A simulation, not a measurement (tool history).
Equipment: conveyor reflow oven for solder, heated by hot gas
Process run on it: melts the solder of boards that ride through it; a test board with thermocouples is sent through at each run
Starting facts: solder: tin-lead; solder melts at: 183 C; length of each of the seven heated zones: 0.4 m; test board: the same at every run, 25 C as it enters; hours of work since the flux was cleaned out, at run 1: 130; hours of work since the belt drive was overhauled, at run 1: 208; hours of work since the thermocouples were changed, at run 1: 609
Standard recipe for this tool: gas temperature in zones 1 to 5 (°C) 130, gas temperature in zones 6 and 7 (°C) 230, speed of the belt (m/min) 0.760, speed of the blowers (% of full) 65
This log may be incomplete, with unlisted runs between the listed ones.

run,hour,gas temperature in zones 1 to 5 (°C),gas temperature in zones 6 and 7 (°C),speed of the belt (m/min),speed of the blowers (% of full),hours of work since the flux was cleaned out,hours of work since the belt drive was overhauled,hours of work since the thermocouples were changed,highest temperature of the board (°C),time above the solder's melting point (s)
1,0.0,130,230,0.760,65,130,208,609,214.03,43.21
2,7.0,130,230,0.760,65,135,212,613,213.94,43.36
3,20.4,130,230,0.760,65,143,221,622,214.00,43.21
4,32.9,142,230,0.760,65,151,229,630,215.98,48.41
5,47.6,142,230,0.760,65,161,239,639,216.00,48.13
6,64.0,130,230,0.760,65,172,249,650,213.82,43.28
7,78.9,130,230,0.760,65,181,259,659,213.86,43.09
8,92.6,130,230,0.760,76,190,268,668,216.29,45.44
9,100.5,130,230,0.760,65,195,273,673,213.75,43.04
10,112.1,130,230,0.724,65,203,280,681,215.21,46.61
11,127.5,130,230,0.724,65,212,290,691,215.22,46.88
12,139.4,130,230,0.724,65,220,298,698,215.21,46.71
13,149.3,130,230,0.704,65,227,304,705,215.98,48.82
# hour 157.8: flux residue cleaned out of gas plates and filters
14,166.6,130,230,0.865,65,6,312,713,211.08,35.61
15,175.1,130,230,0.865,65,11,318,718,210.98,35.64
16,190.1,130,230,0.865,65,21,327,728,210.89,35.64
17,206.1,130,237,0.865,66,31,338,738,217.02,39.46
18,215.1,130,230,0.707,65,37,343,744,217.40,49.83
19,221.8,126,223,0.707,88,41,348,748,214.76,48.86
20,237.1,130,230,0.647,65,51,358,758,219.71,56.68
21,245.9,139,225,0.740,74,57,363,764,214.79,48.86
22,260.1,140,227,0.817,72,66,372,773,213.72,42.87
23,267.5,140,227,0.817,72,71,377,778,213.58,42.95
24,277.4,140,227,0.817,72,77,384,784,213.47,43.00
25,293.0,141,244,0.654,59,87,394,794,232.06,66.04
26,304.2,122,235,0.755,57,94,401,801,215.61,42.60
27,312.9,122,235,0.755,57,100,406,807,215.55,42.58
28,319.6,130,230,0.760,82,104,411,811,218.71,47.48
29,328.1,130,230,0.760,82,110,416,817,218.70,47.47
30,335.7,142,233,0.757,51,115,421,822,215.37,47.73
31,345.6,141,233,0.757,51,121,428,828,215.34,47.10
32,354.3,116,238,0.894,53,127,433,834,207.52,28.37

For some of the steps in highest temperature of the board (°C) from one run to the next: how much would appear even if the tool had no hidden state, given the settings, what came in and random variation, and how much remains for the hidden state plus any gauge scatter that the measured result and the result without hidden state don't share?
The hidden state here: heat that the gas passes to the board, % of a clean oven's; belt's true speed, % of the reading; true gas temperature in zones 6 and 7 over the reading, C; drift of the gauge itself on peak_c, C; drift of the gauge itself on liquid_s, %.
Run 5 -> 6: gas temperature in zones 1 to 5 (°C) 142 -> 130. highest temperature of the board (°C) -2.18: hidden state -0.17, all else -2.01.
Run 13 -> 14: speed of the belt (m/min) 0.704 -> 0.865, flux residue cleaned out of gas plates and filters. highest temperature of the board (°C) -4.90: hidden state +1.56, all else -6.46.
Run 24 -> 25: gas temperature in zones 1 to 5 (°C) 140 -> 141, gas temperature in zones 6 and 7 (°C) 227 -> 244, speed of the belt (m/min) 0.817 -> 0.654, speed of the blowers (% of full) 72 -> 59. highest temperature of the board (°C) +18.59: hidden state +0.11, all else +18.48.
Run 25 -> 26: gas temperature in zones 1 to 5 (°C) 141 -> 122, gas temperature in zones 6 and 7 (°C) 244 -> 235, speed of the belt (m/min) 0.654 -> 0.755, speed of the blowers (% of full) 59 -> 57. highest temperature of the board (°C) -16.45: hidden state -0.14, all else -16.31.
Run 31 -> 32: gas temperature in zones 1 to 5 (°C) 141 -> 116, gas temperature in zones 6 and 7 (°C) 233 -> 238, speed of the belt (m/min) 0.757 -> 0.894, speed of the blowers (% of full) 51 -> 53. highest temperature of the board (°C) -7.82: hidden state -0.26, all else -7.56.
